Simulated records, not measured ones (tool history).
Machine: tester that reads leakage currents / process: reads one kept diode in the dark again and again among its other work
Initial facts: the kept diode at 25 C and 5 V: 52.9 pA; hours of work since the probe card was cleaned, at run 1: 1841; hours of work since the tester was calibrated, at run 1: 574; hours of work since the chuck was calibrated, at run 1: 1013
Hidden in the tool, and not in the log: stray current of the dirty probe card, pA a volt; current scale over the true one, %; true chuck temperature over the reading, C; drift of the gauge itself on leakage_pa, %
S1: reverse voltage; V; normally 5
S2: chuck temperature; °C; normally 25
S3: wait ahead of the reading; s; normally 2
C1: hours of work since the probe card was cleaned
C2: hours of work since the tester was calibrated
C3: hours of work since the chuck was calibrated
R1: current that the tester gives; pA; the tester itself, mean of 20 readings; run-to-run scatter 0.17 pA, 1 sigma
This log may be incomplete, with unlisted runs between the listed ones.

Run 1, hour 0: usual settings; C1 1841; C2 574; C3 1013. Result: R1 61.38 pA.
Run 2, hour 37.1: usual settings; C1 1870; C2 603; C3 1042. Result: R1 61.22 pA.
Run 3, hour 55.2: usual settings but S3 0.47 s; C1 1884; C2 617; C3 1056. Result: R1 62.42 pA.
Run 4, hour 80.2: usual settings but S3 0.47 s; C1 1903; C2 637; C3 1076. Result: R1 62.2 pA.
Run 5, hour 104.1: usual settings but S3 0.47 s; C1 1922; C2 656; C3 1094. Result: R1 62.35 pA.
Run 6, hour 141.7: usual settings but S3 0.47 s; C1 1951; C2 685; C3 1124. Result: R1 62.66 pA.
Run 7, hour 166.2: usual settings; C1 1970; C2 704; C3 1143. Result: R1 61.87 pA.
Run 8, hour 182.8: usual settings but S2 48 °C; C1 1983; C2 717; C3 1156. Result: R1 276.83 pA.
Run 9, hour 211.5: usual settings; C1 2006; C2 739; C3 1178. Result: R1 62.16 pA.
At hour 216.1: tester calibrated.
Run 10, hour 249.9: usual settings; C1 2034; C2 26; C3 1206. Result: R1 61.94 pA.
Run 11, hour 286.1: usual settings but S1 1.17 V, S2 53 °C, S3 5.42 s; C1 2062; C2 54; C3 1235. Result: R1 171.27 pA.
At hour 302.2: tester calibrated, once more.
Run 12, hour 304.5: usual settings but S1 1.17 V, S2 53 °C, S3 5.42 s; C1 2075; C2 2; C3 1247. Result: R1 171.93 pA.
Run 13, hour 334.6: usual settings but S1 4.61 V, S2 53 °C, S3 2.06 s; C1 2098; C2 25; C3 1271. Result: R1 362.63 pA.
Run 14, hour 351.8: usual settings but S2 51 °C; C1 2112; C2 39; C3 1284. Result: R1 336.12 pA.
Run 15, hour 385.3: usual settings but S2 24 °C; C1 2138; C2 65; C3 1310. Result: R1 59.1 pA.
Run 16, hour 410.6: usual settings but S1 11.14 V, S2 34 °C, S3 0.74 s; C1 2157; C2 84; C3 1330. Result: R1 180.95 pA.
Run 17, hour 444.8: usual settings but S1 11.14 V, S2 34 °C, S3 0.74 s; C1 2184; C2 111; C3 1357. Result: R1 181.37 pA.
Run 18, hour 464.9: usual settings but S1 15.02 V, S2 37 °C, S3 3.27 s; C1 2200; C2 127; C3 1372. Result: R1 259.52 pA.
Run 19, hour 504.2: usual settings but S1 3.22 V, S2 36 °C; C1 2230; C2 157; C3 1403. Result: R1 102.48 pA.
Run 20, hour 541.3: usual settings but S1 2.34 V, S2 36 °C, S3 9.97 s; C1 2259; C2 186; C3 1432. Result: R1 85.65 pA.

3 options for the next run, each taken on its own from the tool as it stands now. Forecast them:
Run A, hour 557.6: usual settings but S1 12.78 V; C1 2272; C2 199; C3 1444. Result: R1 ?.
Run B, hour 557.6: usual settings but S1 3.93 V, S3 1.32 s; C1 2272; C2 199; C3 1444. Result: R1 ?.
Run C, hour 557.6: usual settings but S1 2.97 V, S2 36 °C, S3 7.67 s; C1 2272; C2 199; C3 1444. Result: R1 ?.

run      R1
  A  110.55
  B   55.41
  C   98.48
With no hidden state in the tool, these same runs would have given:
run     R1
  A  89.04
  B  46.83
  C  87.33
